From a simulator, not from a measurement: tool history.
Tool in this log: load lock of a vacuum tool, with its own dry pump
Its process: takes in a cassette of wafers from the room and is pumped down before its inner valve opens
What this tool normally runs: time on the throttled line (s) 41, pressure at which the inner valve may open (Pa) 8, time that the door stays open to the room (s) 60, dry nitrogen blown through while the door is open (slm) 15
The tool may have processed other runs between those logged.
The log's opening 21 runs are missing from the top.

run      day  time on the throttled line (s)  pressure at which the inner valve may open (Pa)  time that the door stays open to the room (s)  dry nitrogen blown through while the door is open (slm)  hours that the pump has run since its overhaul  times that the door has closed on its seal  incoming humidity of the room's air, %  time from the closed door until the inner valve may open (s)  rise of the pressure with all valves shut (Pa/min)
 22   55.962                              42                                                8                                             60                                                       10                                            1472                                        8397                                    44.5                                                          98.3                                               0.062
 23   59.112                              41                                               12                                             35                                                        4                                            1548                                        8571                                    45.3                                                          96.1                                               0.065
 24   62.067                              27                                               12                                            160                                                       15                                            1619                                        8734                                    43.0                                                          85.6                                               0.071
 25   65.812                              67                                               12                                             67                                                       35                                            1709                                        8941                                    44.5                                                         114.7                                               0.056
 26   69.571                              26                                                7                                             68                                                        8                                            1799                                        9149                                    46.2                                                          89.6                                               0.067
 27   71.638                              26                                                7                                             68                                                        8                                            1849                                        9263                                    44.7                                                          88.2                                               0.073
 28   75.283                              26                                                7                                             68                                                        8                                            1936                                        9464                                    45.7                                                          89.2                                               0.071
 29   78.988                              26                                                7                                             68                                                        8                                            2025                                        9669                                    45.5                                                          88.7                                               0.073
 30   81.733                              41                                               12                                             60                                                       25                                            2091                                        9821                                    42.9                                                          95.7                                               0.056
 31   84.996                              45                                                8                                             34                                                       15                                            2169                                       10001                                    43.7                                                         101.6                                               0.057
 32   86.521                              80                                                7                                            172                                                       13                                            2206                                       10085                                    41.1                                                         127.4                                               0.077
 33   88.700                              66                                                9                                             60                                                       11                                            2258                                       10206                                    44.1                                                         117.2                                               0.065
 34   90.725                              79                                                8                                             60                                                       15                                            2307                                       10317                                    46.2                                                         127.5                                               0.065
 35   92.329                              76                                                9                                             60                                                       15                                            2345                                       10406                                    43.0                                                         122.8                                               0.068
 36   95.596                              33                                                9                                             67                                                       15                                            2424                                       10587                                    46.8                                                          91.9                                               0.068
 37   98.662                              35                                               15                                             89                                                       15                                            2497                                       10756                                    44.6                                                          90.5                                               0.071
 38  101.721                              35                                               15                                             89                                                       16                                            2571                                       10925                                    45.4                                                          90.5                                               0.069

Branching from run 38: 3 alternative next runs. What would each branch give?
  A  103.504                              66                                               15                                             87                                                        4                                            2613                                       11023                                    46.9                                                             ?                                                   ?
  B  103.504                              47                                               15                                             89                                                        8                                            2613                                       11023                                    43.6                                                             ?                                                   ?
  C  103.504                              54                                                9                                             89                                                        5                                            2613                                       11023                                    43.5                                                             ?                                                   ?

run  time from the closed door until the inner valve may open (s)  rise of the pressure with all valves shut (Pa/min)
  A                                                         113.3                                               0.084
  B                                                          98.9                                               0.079
  C                                                         108.2                                               0.081
Take away the tool's hidden state, keep each run's random variation, and the runs would have read:
run  time from the closed door until the inner valve may open (s)  rise of the pressure with all valves shut (Pa/min)
  A                                                         112.5                                               0.055
  B                                                          98.1                                               0.051
  C                                                         107.3                                               0.053

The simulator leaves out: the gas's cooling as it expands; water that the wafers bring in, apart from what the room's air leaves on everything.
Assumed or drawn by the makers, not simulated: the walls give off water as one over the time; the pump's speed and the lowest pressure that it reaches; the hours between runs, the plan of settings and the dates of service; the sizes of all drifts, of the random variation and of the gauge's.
